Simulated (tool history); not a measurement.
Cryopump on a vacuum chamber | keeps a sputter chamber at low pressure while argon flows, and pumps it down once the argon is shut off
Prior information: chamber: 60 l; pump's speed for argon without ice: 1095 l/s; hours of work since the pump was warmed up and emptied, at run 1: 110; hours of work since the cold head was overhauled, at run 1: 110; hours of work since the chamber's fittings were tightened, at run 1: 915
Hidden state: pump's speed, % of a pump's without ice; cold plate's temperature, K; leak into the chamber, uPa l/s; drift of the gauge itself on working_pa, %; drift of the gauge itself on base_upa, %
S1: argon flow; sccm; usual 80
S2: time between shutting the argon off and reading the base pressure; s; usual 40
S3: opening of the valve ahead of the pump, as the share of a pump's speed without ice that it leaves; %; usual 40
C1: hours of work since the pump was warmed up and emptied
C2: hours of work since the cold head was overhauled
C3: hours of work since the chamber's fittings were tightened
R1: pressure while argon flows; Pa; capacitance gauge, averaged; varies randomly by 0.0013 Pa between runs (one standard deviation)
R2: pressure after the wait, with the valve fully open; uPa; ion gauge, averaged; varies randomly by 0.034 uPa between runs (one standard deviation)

run	hour	S1	S2	S3	C1	C2	C3	R1	R2
1	0.0	80	40	40	110	110	915	0.3136	2.08
2	14.1	80	40	40	120	120	925	0.3121	2.03
3	33.2	80	117	40	134	134	939	0.3146	1.03
4	55.4	80	40	40	151	151	955	0.3142	2.03
5	68.0	80	40	40	160	160	965	0.3141	1.99
6	83.0	80	40	40	171	171	976	0.3155	2.08
7	102.8	80	40	40	185	185	990	0.3160	2.02
8	132.4	80	40	40	207	207	1012	0.3134	2.05
9	162.1	80	40	40	228	228	1033	0.3144	2.07
10	181.7	88	155	16	243	243	1048	0.8578	0.93
11	204.9	77	40	34	260	260	1065	0.3557	2.09
12	218.4	77	207	34	270	270	1074	0.3593	0.87
13	232.3	73	43	26	280	280	1085	0.4415	1.91
14	247.8	73	43	16	291	291	1096	0.7094	2.00
15	269.2	40	40	27	307	307	1111	0.2334	2.09
16	284.8	80	40	16	318	318	1123	0.7751	2.07
17	303.1	80	64	53	331	331	1136	0.2436	1.55
18	325.4	68	124	43	348	348	1153	0.2540	1.05

Here are 3 independent what-if runs from the current tool condition. What would each one return?
A	351.0	47	56	40	366	366	1171	?	?
B	351.0	101	40	36	366	366	1171	?	?
C	351.0	68	81	43	366	366	1171	?	?

run	R1	R2
A	0.1881	1.62
B	0.4470	2.05
C	0.2555	1.34
What these runs would have given with no unlogged condition in the tool:
run	R1	R2
A	0.1815	1.34
B	0.4327	1.77
C	0.2458	1.04
